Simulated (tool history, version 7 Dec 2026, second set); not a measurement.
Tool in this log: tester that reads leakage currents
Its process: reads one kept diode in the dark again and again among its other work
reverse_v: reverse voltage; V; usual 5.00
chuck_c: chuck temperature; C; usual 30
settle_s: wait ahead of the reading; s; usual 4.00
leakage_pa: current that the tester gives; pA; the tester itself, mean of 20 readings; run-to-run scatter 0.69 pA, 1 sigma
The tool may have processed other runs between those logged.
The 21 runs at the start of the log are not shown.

run,hour,reverse_v,chuck_c,settle_s,hours of work since the probe card was cleaned,hours of work since the tester was calibrated,hours of work since the chuck was calibrated,leakage_pa
22,562.6,3.50,24,2.57,28,622,1558,136.68
23,587.5,3.50,24,2.57,38,632,1568,136.52
# hour 607.7: chuck's temperature calibrated
24,610.4,1.25,26,0.34,46,640,1,94.92
25,645.6,1.25,26,0.34,60,655,15,96.19
26,674.0,11.21,30,4.00,71,666,27,312.46
27,708.2,11.21,30,4.00,85,680,40,311.96
28,733.9,1.33,30,0.50,95,690,51,141.40
29,761.5,5.00,48,0.57,106,701,62,1126.64
30,779.9,5.00,57,4.00,114,708,69,2340.21
31,803.0,5.00,57,4.00,123,718,78,2346.97
32,835.4,14.08,26,1.80,136,730,91,235.35
33,854.8,3.91,31,0.98,144,738,99,233.02
34,877.5,3.91,31,0.98,153,747,108,233.85
35,914.1,3.30,30,0.54,168,762,123,201.86
36,934.4,5.22,29,3.25,176,770,131,214.96
37,951.6,2.01,35,1.37,183,777,138,264.09

Consider 3 possible next runs. They are alternatives, not a sequence: every one starts from the tool as it was left by run 37. What does each give?
A,985.2,5.00,56,9.87,196,790,151,?
B,985.2,6.14,35,4.88,196,790,151,?
C,985.2,3.22,22,1.81,196,790,151,?

run,leakage_pa
A,2178.67
B,399.52
C,92.94
With no hidden state in the tool, these same runs would have given:
run,leakage_pa
A,2142.93
B,391.37
C,90.67
